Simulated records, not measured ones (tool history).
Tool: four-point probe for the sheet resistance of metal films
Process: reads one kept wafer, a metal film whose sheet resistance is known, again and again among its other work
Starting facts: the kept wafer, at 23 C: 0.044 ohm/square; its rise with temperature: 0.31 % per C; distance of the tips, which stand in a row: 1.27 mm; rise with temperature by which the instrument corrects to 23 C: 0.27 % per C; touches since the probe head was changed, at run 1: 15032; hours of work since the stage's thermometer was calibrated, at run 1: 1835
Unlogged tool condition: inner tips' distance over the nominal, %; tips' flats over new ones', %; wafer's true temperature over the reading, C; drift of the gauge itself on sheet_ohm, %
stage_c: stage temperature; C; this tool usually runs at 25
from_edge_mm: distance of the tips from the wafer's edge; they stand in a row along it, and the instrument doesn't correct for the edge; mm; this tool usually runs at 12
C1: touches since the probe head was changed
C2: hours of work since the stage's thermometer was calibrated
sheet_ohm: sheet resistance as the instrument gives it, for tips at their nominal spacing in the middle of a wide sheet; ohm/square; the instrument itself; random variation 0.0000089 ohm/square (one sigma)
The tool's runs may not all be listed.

Run 1, hour 0: usual settings; C1 15032; C2 1835. Result: sheet_ohm 0.044287 ohm/square.
Run 2, hour 48.7: usual settings; C1 15574; C2 1861. Result: sheet_ohm 0.044285 ohm/square.
Run 3, hour 99.9: usual settings but from_edge_mm 8 mm; C1 16143; C2 1887. Result: sheet_ohm 0.044606 ohm/square.
Run 4, hour 174.2: usual settings but from_edge_mm 8 mm; C1 16971; C2 1926. Result: sheet_ohm 0.044609 ohm/square.
Run 5, hour 216.1: usual settings but from_edge_mm 8 mm; C1 17436; C2 1948. Result: sheet_ohm 0.044606 ohm/square.
Run 6, hour 288.5: usual settings but from_edge_mm 8 mm; C1 18242; C2 1986. Result: sheet_ohm 0.044613 ohm/square.
Run 7, hour 353.6: usual settings but from_edge_mm 8 mm; C1 18965; C2 2020. Result: sheet_ohm 0.044606 ohm/square.
Run 8, hour 418.1: usual settings; C1 19683; C2 2053. Result: sheet_ohm 0.044288 ohm/square.
Run 9, hour 473.1: usual settings but stage_c 19 C; C1 20295; C2 2082. Result: sheet_ohm 0.044204 ohm/square.
Run 10, hour 514.7: usual settings but from_edge_mm 42 mm; C1 20758; C2 2104. Result: sheet_ohm 0.044056 ohm/square.
Run 11, hour 582.1: usual settings but stage_c 28 C, from_edge_mm 35 mm; C1 21508; C2 2139. Result: sheet_ohm 0.044106 ohm/square.
Run 12, hour 657: usual settings but stage_c 27 C, from_edge_mm 7 mm; C1 22340; C2 2178. Result: sheet_ohm 0.044829 ohm/square.
Run 13, hour 694: usual settings but stage_c 22 C, from_edge_mm 7 mm; C1 22752; C2 2197. Result: sheet_ohm 0.04476 ohm/square.
Run 14, hour 746.7: usual settings but stage_c 22 C, from_edge_mm 7 mm; C1 23339; C2 2225. Result: sheet_ohm 0.044762 ohm/square.
Run 15, hour 796.6: usual settings but stage_c 22 C, from_edge_mm 7 mm; C1 23893; C2 2251. Result: sheet_ohm 0.044758 ohm/square.
Run 16, hour 842.7: usual settings but stage_c 19 C, from_edge_mm 9 mm; C1 24406; C2 2275. Result: sheet_ohm 0.044422 ohm/square.
Run 17, hour 903.2: usual settings but stage_c 19 C, from_edge_mm 9 mm; C1 25079; C2 2306. Result: sheet_ohm 0.044451 ohm/square.

Branching from run 17: 3 alternative next runs. What would each branch give?
Run A, hour 955.2: usual settings but stage_c 34 C, from_edge_mm 32 mm; C1 25657; C2 2333. Result: sheet_ohm ?.
Run B, hour 955.2: usual settings but stage_c 18 C, from_edge_mm 17 mm; C1 25657; C2 2333. Result: sheet_ohm ?.
Run C, hour 955.2: usual settings but stage_c 23 C, from_edge_mm 9 mm; C1 25657; C2 2333. Result: sheet_ohm ?.

run  sheet_ohm
  A   0.044209
  B   0.044085
  C     0.0445
Had the tool no hidden state, the same runs would have come out as:
run  sheet_ohm
  A   0.044184
  B   0.044063
  C   0.044477

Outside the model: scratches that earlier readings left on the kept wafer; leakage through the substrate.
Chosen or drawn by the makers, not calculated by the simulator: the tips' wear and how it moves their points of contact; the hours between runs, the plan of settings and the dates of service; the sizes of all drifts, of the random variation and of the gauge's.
